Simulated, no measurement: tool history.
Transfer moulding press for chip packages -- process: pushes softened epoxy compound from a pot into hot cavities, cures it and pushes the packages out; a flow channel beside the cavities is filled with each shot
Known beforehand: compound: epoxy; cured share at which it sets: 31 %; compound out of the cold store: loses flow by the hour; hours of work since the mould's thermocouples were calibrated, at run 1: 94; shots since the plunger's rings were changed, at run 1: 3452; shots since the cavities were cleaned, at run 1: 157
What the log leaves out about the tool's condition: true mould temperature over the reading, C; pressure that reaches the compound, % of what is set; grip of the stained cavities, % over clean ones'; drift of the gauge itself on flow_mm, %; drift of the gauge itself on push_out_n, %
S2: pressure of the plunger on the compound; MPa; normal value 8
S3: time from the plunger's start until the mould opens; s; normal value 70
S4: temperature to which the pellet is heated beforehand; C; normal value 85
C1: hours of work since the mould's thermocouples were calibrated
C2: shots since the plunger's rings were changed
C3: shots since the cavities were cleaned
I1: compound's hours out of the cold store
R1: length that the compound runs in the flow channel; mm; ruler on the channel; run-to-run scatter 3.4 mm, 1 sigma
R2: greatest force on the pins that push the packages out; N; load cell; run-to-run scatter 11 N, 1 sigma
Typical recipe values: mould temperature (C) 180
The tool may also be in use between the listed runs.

Run 1, day 0: usual settings; C1 94; C2 3452; C3 157; I1 41.1. Result: R1 519 mm, R2 546 N.
Run 2, day 0.358: usual settings; C1 99; C2 3562; C3 267; I1 47.9. Result: R1 491 mm, R2 531 N.
Run 3, day 0.779: usual settings; C1 104; C2 3690; C3 395; I1 43.5. Result: R1 507 mm, R2 532 N.
Run 4, day 1.05: usual settings; C1 108; C2 3773; C3 478; I1 34. Result: R1 541 mm, R2 521 N.
Run 5, day 1.254: usual settings; C1 110; C2 3836; C3 541; I1 16.3. Result: R1 604 mm, R2 591 N.
Run 6, day 1.658: usual settings but S2 7.46 MPa; C1 115; C2 3958; C3 663; I1 18.9. Result: R1 564 mm, R2 569 N.
Run 7, day 1.933: usual settings but S2 7.46 MPa; C1 119; C2 4043; C3 748; I1 32.7. Result: R1 524 mm, R2 571 N.
Run 8, day 2.238: usual settings; C1 123; C2 4136; C3 841; I1 32.9. Result: R1 545 mm, R2 540 N.
At day 2.375: cavities cleaned with cleaning compound and waxed.
At day 2.592: plunger's sealing rings changed.
Run 9, day 2.754: usual settings; C1 127; C2 50; C3 84; I1 38.1. Result: R1 531 mm, R2 536 N.
Run 10, day 3.008: usual settings; C1 130; C2 127; C3 161; I1 29.1. Result: R1 560 mm, R2 568 N.
Run 11, day 3.212: usual settings but mould temperature (C) 185; C1 133; C2 190; C3 224; I1 37.9. Result: R1 516 mm, R2 406 N.
Run 12, day 3.608: usual settings but S2 7.81 MPa; C1 138; C2 311; C3 345; I1 17. Result: R1 589 mm, R2 593 N.
Run 13, day 3.888: usual settings but S2 7.81 MPa, S3 72 s; C1 141; C2 397; C3 431; I1 23.9. Result: R1 569 mm, R2 527 N.
Run 14, day 4.192: usual settings but S2 7.9 MPa; C1 145; C2 490; C3 524; I1 26.9. Result: R1 557 mm, R2 558 N.
Run 15, day 4.65: usual settings but S2 7.9 MPa; C1 151; C2 630; C3 664; I1 11.4. Result: R1 615 mm, R2 599 N.
Run 16, day 5.062: usual settings but S3 68 s, S4 81 C; C1 156; C2 757; C3 791; I1 47.6. Result: R1 496 mm, R2 585 N.
At day 5.35: cavities cleaned with cleaning compound and waxed.
Run 17, day 5.512: usual settings but S3 58 s, S4 82 C; C1 161; C2 875; C3 50; I1 44. Result: R1 505 mm, R2 867 N.
Run 18, day 5.792: usual settings but S2 9.56 MPa, S3 56 s, S4 82 C; C1 165; C2 960; C3 135; I1 9.3. Result: R1 680 mm, R2 1203 N.
Run 19, day 6.125: usual settings but S2 8.35 MPa, S3 91 s; C1 169; C2 1062; C3 237; I1 26.5. Result: R1 569 mm, R2 380 N.
Run 20, day 6.429: usual settings but S3 104 s, S4 80 C; C1 173; C2 1155; C3 330; I1 25.1. Result: R1 576 mm, R2 376 N.
Run 21, day 6.858: usual settings but S3 104 s, S4 80 C; C1 178; C2 1286; C3 461; I1 38.5. Result: R1 525 mm, R2 368 N.
Run 22, day 7.104: usual settings but mould temperature (C) 178, S3 68 s, S4 90 C; C1 181; C2 1361; C3 536; I1 10.7. Result: R1 633 mm, R2 739 N.
Run 23, day 7.579: usual settings but mould temperature (C) 184, S2 6.8 MPa, S3 89 s, S4 91 C; C1 187; C2 1507; C3 682; I1 26.1. Result: R1 512 mm, R2 362 N.
Run 24, day 8.038: usual settings but S2 9.99 MPa, S3 54 s, S4 79 C; C1 193; C2 1646; C3 821; I1 12.8. Result: R1 689 mm, R2 1327 N.
At day 8.25: cavities cleaned with cleaning compound and waxed.
Run 25, day 8.571: usual settings but S2 9.99 MPa, S3 54 s, S4 79 C; C1 199; C2 1791; C3 98; I1 17.5. Result: R1 665 mm, R2 1276 N.
Run 26, day 9.046: usual settings but S2 9.91 MPa, S3 63 s, S4 79 C; C1 205; C2 1936; C3 243; I1 36.9. Result: R1 594 mm, R2 744 N.
Run 27, day 9.383: usual settings but S2 9.91 MPa, S3 63 s, S4 79 C; C1 210; C2 2040; C3 347; I1 26.4. Result: R1 632 mm, R2 814 N.
Run 28, day 9.633: usual settings but S2 6.32 MPa, S3 77 s; C1 213; C2 2116; C3 423; I1 28.5. Result: R1 497 mm, R2 444 N.
Run 29, day 10.046: usual settings but S2 6.32 MPa, S3 77 s; C1 218; C2 2242; C3 549; I1 30.7. Result: R1 489 mm, R2 453 N.

Predict each of these 3 candidate next runs independently; none follows another, all start after run 29:
Run A, day 10.367: usual settings but S2 8.7 MPa, S3 103 s, S4 83 C; C1 222; C2 2340; C3 647; I1 40.5. Result: R1 ?, R2 ?.
Run B, day 10.367: usual settings but S4 90 C; C1 222; C2 2340; C3 647; I1 44. Result: R1 ?, R2 ?.
Run C, day 10.367: usual settings but mould temperature (C) 175, S2 6.52 MPa, S3 77 s, S4 89 C; C1 222; C2 2340; C3 647; I1 35.4. Result: R1 ?, R2 ?.

run   R1   R2
  A  535  356
  B  506  521
  C  493  592
Had the tool no hidden state, the same runs would have come out as:
run   R1   R2
  A  536  351
  B  507  514
  C  494  584

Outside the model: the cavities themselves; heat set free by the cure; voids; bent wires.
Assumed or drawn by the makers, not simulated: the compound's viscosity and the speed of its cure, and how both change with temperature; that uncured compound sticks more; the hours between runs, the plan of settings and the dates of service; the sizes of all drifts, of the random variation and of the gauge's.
